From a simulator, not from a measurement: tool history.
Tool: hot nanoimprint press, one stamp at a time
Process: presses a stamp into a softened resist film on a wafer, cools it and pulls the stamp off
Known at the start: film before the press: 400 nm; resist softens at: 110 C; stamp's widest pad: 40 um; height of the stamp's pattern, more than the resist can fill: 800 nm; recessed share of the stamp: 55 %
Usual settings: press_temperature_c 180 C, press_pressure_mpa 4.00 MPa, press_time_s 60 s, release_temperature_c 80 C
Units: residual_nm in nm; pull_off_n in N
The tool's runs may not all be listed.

| run | hour | press_temperature_c | press_pressure_mpa | press_time_s | release_temperature_c | residual_nm | pull_off_n |
|---|---|---|---|---|---|---|---|
| 1 | 0.0 | 180 | 4.00 | 60 | 80 | 145.4 | 108 |
| 2 | 10.5 | 180 | 4.00 | 60 | 80 | 145.6 | 110 |
| 3 | 17.9 | 180 | 4.00 | 60 | 80 | 146.2 | 109 |
| 4 | 29.4 | 180 | 4.00 | 60 | 73 | 145.6 | 122 |
| 5 | 38.3 | 180 | 4.00 | 60 | 73 | 146.0 | 117 |
|  | 47.4 | stamp cleaned and given a new release coat |
| 6 | 54.7 | 180 | 4.00 | 60 | 73 | 146.6 | 121 |
| 7 | 64.0 | 180 | 4.00 | 60 | 73 | 146.1 | 117 |
| 8 | 70.0 | 180 | 4.00 | 60 | 80 | 145.6 | 107 |
| 9 | 81.5 | 180 | 4.00 | 60 | 67 | 145.7 | 125 |
| 10 | 86.9 | 180 | 4.00 | 114 | 80 | 116.1 | 110 |
| 11 | 93.8 | 180 | 4.00 | 114 | 80 | 117.9 | 106 |
| 12 | 99.2 | 180 | 2.62 | 60 | 80 | 187.5 | 109 |
| 13 | 105.2 | 180 | 2.62 | 60 | 80 | 187.5 | 108 |
| 14 | 114.6 | 180 | 2.76 | 60 | 80 | 180.4 | 106 |
| 15 | 120.2 | 180 | 2.76 | 115 | 80 | 146.7 | 106 |
| 16 | 128.1 | 177 | 4.71 | 84 | 80 | 126.9 | 108 |
| 17 | 138.3 | 172 | 4.00 | 60 | 80 | 179.0 | 110 |
| 18 | 148.9 | 172 | 4.00 | 60 | 80 | 179.7 | 110 |
| 19 | 156.4 | 175 | 4.00 | 33 | 80 | 200.6 | 110 |
| 20 | 165.5 | 175 | 4.00 | 33 | 80 | 199.5 | 108 |
| 21 | 173.6 | 180 | 2.60 | 60 | 74 | 187.9 | 113 |
| 22 | 183.0 | 180 | 2.60 | 60 | 74 | 187.0 | 118 |
| 23 | 189.1 | 188 | 4.76 | 35 | 74 | 130.8 | 115 |
| 24 | 195.5 | 188 | 4.76 | 35 | 74 | 129.9 | 116 |
| 25 | 203.5 | 171 | 4.00 | 60 | 69 | 183.2 | 123 |
| 26 | 210.3 | 177 | 2.41 | 32 | 83 | 250.4 | 103 |
| 27 | 221.6 | 177 | 2.41 | 32 | 83 | 250.3 | 101 |
| 28 | 232.9 | 177 | 2.41 | 32 | 83 | 250.3 | 102 |
| 29 | 238.5 | 172 | 2.94 | 50 | 83 | 224.2 | 106 |

Forecast each of these 4 alternatives for the next run:
| A | 249.0 | 172 | 5.50 | 71 | 83 | ? | ? |
| B | 249.0 | 180 | 4.00 | 60 | 68 | ? | ? |
| C | 249.0 | 187 | 2.94 | 56 | 83 | ? | ? |
| D | 249.0 | 172 | 3.51 | 76 | 83 | ? | ? |

| run | residual_nm | pull_off_n |
|---|---|---|
| A | 139.8 | 105 |
| B | 146.3 | 127 |
| C | 153.4 | 105 |
| D | 177.7 | 106 |
Without the tool's hidden state the same runs would have given:
| run | residual_nm | pull_off_n |
|---|---|---|
| A | 139.9 | 104 |
| B | 146.3 | 126 |
| C | 153.4 | 105 |
| D | 177.7 | 106 |

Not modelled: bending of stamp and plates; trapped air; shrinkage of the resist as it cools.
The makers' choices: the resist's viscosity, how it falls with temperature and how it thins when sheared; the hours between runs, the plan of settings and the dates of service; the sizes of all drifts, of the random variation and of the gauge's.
